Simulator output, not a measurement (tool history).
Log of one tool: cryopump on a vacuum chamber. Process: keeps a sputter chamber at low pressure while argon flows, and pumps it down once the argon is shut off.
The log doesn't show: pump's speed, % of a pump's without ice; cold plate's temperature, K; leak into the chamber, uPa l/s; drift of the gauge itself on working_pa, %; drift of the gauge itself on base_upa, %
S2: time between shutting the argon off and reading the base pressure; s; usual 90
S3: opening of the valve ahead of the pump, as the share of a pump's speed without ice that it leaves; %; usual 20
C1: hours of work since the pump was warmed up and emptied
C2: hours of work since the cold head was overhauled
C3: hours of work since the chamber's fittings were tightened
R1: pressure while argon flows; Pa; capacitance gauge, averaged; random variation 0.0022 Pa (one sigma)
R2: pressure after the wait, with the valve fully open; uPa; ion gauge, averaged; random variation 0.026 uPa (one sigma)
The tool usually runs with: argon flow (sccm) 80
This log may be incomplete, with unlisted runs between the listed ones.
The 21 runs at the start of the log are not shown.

Run 22, hour 465.2: usual settings but S2 212 s; C1 949; C2 949; C3 2140. Result: R1 0.5888 Pa, R2 3.84 uPa.
Run 23, hour 492.9: usual settings but argon flow (sccm) 106, S3 45 %; C1 965; C2 965; C3 2156. Result: R1 0.3817 Pa, R2 4.44 uPa.
Run 24, hour 510: usual settings but S2 173 s, S3 17 %; C1 975; C2 975; C3 2166. Result: R1 0.6877 Pa, R2 4.02 uPa.
Run 25, hour 538.7: usual settings but argon flow (sccm) 84, S3 57 %; C1 991; C2 991; C3 2183. Result: R1 0.248 Pa, R2 4.56 uPa.
Run 26, hour 560.7: usual settings but S2 25 s; C1 1004; C2 1004; C3 2195. Result: R1 0.5886 Pa, R2 6.68 uPa.
Run 27, hour 583.9: usual settings but S2 136 s, S3 23 %; C1 1017; C2 1017; C3 2209. Result: R1 0.5265 Pa, R2 4.25 uPa.
Run 28, hour 612.9: usual settings but S2 136 s, S3 27 %; C1 1034; C2 1034; C3 2225. Result: R1 0.4533 Pa, R2 4.38 uPa.
Run 29, hour 641.8: usual settings but argon flow (sccm) 66, S2 115 s, S3 25 %; C1 1051; C2 1051; C3 2242. Result: R1 0.4041 Pa, R2 4.47 uPa.
Run 30, hour 665.2: usual settings but argon flow (sccm) 102, S2 115 s, S3 17 %; C1 1064; C2 1064; C3 2256. Result: R1 0.8805 Pa, R2 4.59 uPa.
Run 31, hour 697.1: usual settings but argon flow (sccm) 102, S2 136 s, S3 56 %; C1 1083; C2 1083; C3 2274. Result: R1 0.3154 Pa, R2 4.55 uPa.
Run 32, hour 724.4: usual settings but argon flow (sccm) 100, S2 213 s, S3 27 %; C1 1099; C2 1099; C3 2290. Result: R1 0.5721 Pa, R2 4.32 uPa.
Run 33, hour 741.7: usual settings but S2 71 s, S3 15 %; C1 1108; C2 1108; C3 2300. Result: R1 0.78 Pa, R2 5.07 uPa.

Each row is a separate what-if for the run after 33, all from the same tool condition, not one after another. Results?
At hour 774.8: pump warmed up, emptied and cooled again.
Run A, hour 774.8: usual settings but argon flow (sccm) 42, S2 33 s, S3 26 %; C1 0; C2 1125; C3 2316. Result: R1 ?, R2 ?.
At hour 774.8: pump warmed up, emptied and cooled again.
Run B, hour 774.8: usual settings but S2 25 s, S3 46 %; C1 0; C2 1125; C3 2316. Result: R1 ?, R2 ?.
At hour 774.8: pump warmed up, emptied and cooled again.
Run C, hour 774.8: usual settings but argon flow (sccm) 96, S2 71 s, S3 15 %; C1 0; C2 1125; C3 2316. Result: R1 ?, R2 ?.
At hour 774.8: pump warmed up, emptied and cooled again.
Run D, hour 774.8: usual settings but argon flow (sccm) 123, S3 27 %; C1 0; C2 1125; C3 2316. Result: R1 ?, R2 ?.
At hour 774.8: pump warmed up, emptied and cooled again.
Run E, hour 774.8: usual settings but argon flow (sccm) 157, S2 30 s, S3 21 %; C1 0; C2 1125; C3 2316. Result: R1 ?, R2 ?.

run      R1    R2
  A  0.2202  4.92
  B  0.2372  5.88
  C  0.8733  3.76
  D  0.6252  3.59
  E  1.0216  5.18
With the hidden condition removed and each run's random variation left untouched, the same runs would have given:
run      R1    R2
  A  0.2196  2.52
  B   0.236  3.39
  C   0.872   1.3
  D  0.6235  1.12
  E  1.0193  2.76
